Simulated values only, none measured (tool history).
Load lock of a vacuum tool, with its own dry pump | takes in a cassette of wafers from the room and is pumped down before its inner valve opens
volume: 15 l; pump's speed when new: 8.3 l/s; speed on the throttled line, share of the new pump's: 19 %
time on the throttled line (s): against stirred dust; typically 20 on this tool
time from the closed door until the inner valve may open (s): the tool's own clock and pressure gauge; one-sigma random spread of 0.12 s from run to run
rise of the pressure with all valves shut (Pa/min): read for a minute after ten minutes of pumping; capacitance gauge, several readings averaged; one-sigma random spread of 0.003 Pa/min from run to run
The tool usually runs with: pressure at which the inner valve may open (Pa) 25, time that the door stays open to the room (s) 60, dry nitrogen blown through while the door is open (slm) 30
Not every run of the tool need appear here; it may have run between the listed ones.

run,hour,time on the throttled line (s),pressure at which the inner valve may open (Pa),time that the door stays open to the room (s),dry nitrogen blown through while the door is open (slm),"incoming humidity of the room's air, %",time from the closed door until the inner valve may open (s),rise of the pressure with all valves shut (Pa/min)
1,0.0,20,25,60,30,47.8,31.6,0.356
2,89.8,20,25,60,30,48.0,31.7,0.370
3,144.0,20,25,175,30,43.5,31.7,0.391
4,227.3,20,25,175,30,43.8,31.9,0.402
5,291.8,20,25,175,30,47.5,31.8,0.413
6,344.2,20,25,60,30,42.3,31.6,0.380
7,456.0,20,25,60,30,44.9,31.7,0.386
8,536.8,20,25,60,30,47.2,31.6,0.390
9,628.2,20,19,60,30,44.5,32.1,0.385
10,723.9,20,19,60,30,45.1,32.3,0.391
11,807.2,20,19,60,30,44.1,32.0,0.398
12,885.5,20,19,60,30,41.2,32.0,0.405
13,992.8,20,19,60,30,46.0,32.3,0.414
14,1051.0,20,19,60,30,46.3,32.1,0.407
15,1153.2,20,19,60,30,43.7,32.3,0.421
16,1223.4,20,19,34,30,46.1,32.1,0.416
17,1285.8,20,19,34,30,46.0,32.4,0.414
18,1371.2,20,19,34,30,43.2,32.4,0.418
19,1485.4,20,19,34,30,46.0,32.3,0.418
20,1608.6,20,19,34,30,45.9,32.2,0.425
21,1714.6,20,19,34,30,46.2,32.2,0.424
22,1771.2,20,19,34,30,41.4,32.3,0.426
23,1821.2,20,25,46,30,45.4,31.9,0.437
24,1880.7,20,25,60,17,43.6,31.8,0.456
25,1982.3,21,27,60,30,46.0,32.4,0.453
26,2086.6,21,27,60,30,43.4,32.5,0.461
27,2164.2,24,25,60,30,43.1,35.2,0.464
28,2217.1,30,20,83,27,44.7,40.3,0.483
29,2278.0,20,25,131,14,42.1,31.8,0.503
30,2350.3,20,22,60,11,40.8,32.4,0.488
31,2441.0,20,48,33,30,40.8,30.8,0.462
32,2534.7,20,28,60,4,47.2,31.5,0.504
33,2623.4,15,26,146,4,46.4,27.7,0.554
34,2691.6,15,26,146,4,46.6,27.9,0.550
35,2753.5,15,30,146,4,47.5,27.6,0.560
36,2871.2,19,32,48,34,42.4,30.6,0.483
37,2959.1,39,37,37,18,41.8,46.5,0.490

4 ways to go on from here, each from the tool as it stands after run 37. What would each give?
A,3053.3,20,25,132,7,46.8,?,?
B,3053.3,20,34,37,18,43.0,?,?
C,3053.3,13,35,60,30,43.9,?,?
D,3053.3,39,21,37,18,42.8,?,?

run,time from the closed door until the inner valve may open (s),rise of the pressure with all valves shut (Pa/min)
A,31.9,0.559
B,31.3,0.506
C,25.8,0.502
D,47.3,0.511
Without the tool's unlogged condition, the same runs would have read:
run,time from the closed door until the inner valve may open (s),rise of the pressure with all valves shut (Pa/min)
A,31.3,0.096
B,30.7,0.046
C,25.1,0.043
D,46.9,0.046

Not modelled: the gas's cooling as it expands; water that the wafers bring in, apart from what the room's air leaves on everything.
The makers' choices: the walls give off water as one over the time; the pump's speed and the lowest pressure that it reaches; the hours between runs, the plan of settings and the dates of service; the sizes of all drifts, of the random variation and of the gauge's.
